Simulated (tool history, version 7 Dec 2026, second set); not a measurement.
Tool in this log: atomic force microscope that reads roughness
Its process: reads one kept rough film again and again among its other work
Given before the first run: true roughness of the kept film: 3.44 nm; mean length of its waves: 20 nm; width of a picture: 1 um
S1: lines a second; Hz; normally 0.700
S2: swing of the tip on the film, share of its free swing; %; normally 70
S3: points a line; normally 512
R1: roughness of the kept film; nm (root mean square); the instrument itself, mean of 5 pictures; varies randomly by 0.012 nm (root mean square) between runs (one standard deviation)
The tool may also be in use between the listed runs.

{"run": 1, "hour": 0.0, "S1": 0.7, "S2": 70, "S3": 512, "R1": 2.596}
{"run": 2, "hour": 5.7, "S1": 0.7, "S2": 70, "S3": 482, "R1": 2.569}
{"run": 3, "hour": 12.0, "S1": 3.175, "S2": 70, "S3": 512, "R1": 2.445}
{"run": 4, "hour": 19.0, "S1": 0.7, "S2": 73, "S3": 512, "R1": 2.544}
{"run": 5, "hour": 26.0, "S1": 0.7, "S2": 73, "S3": 512, "R1": 2.52}
{"run": 6, "hour": 32.7, "S1": 0.7, "S2": 70, "S3": 512, "R1": 2.49}
{"run": 7, "hour": 43.2, "S1": 0.7, "S2": 70, "S3": 512, "R1": 2.486}
{"run": 8, "hour": 51.6, "S1": 0.7, "S2": 70, "S3": 512, "R1": 2.456}
{"run": 9, "hour": 61.5, "S1": 0.7, "S2": 70, "S3": 512, "R1": 2.443}
{"run": 10, "hour": 66.8, "S1": 0.7, "S2": 70, "S3": 512, "R1": 2.436}

Forecast run 11:
{"hour": 68.5, "done": "height scale calibrated on a step standard"}
{"run": 11, "hour": 75.5, "S1": 0.888, "S2": 66, "S3": 704, "R1": "?"}

For run 11 the tool returned R1 2.422 nm (root mean square).
Minus the tool's unlogged condition, the same run would have read R1 2.731 nm (root mean square).
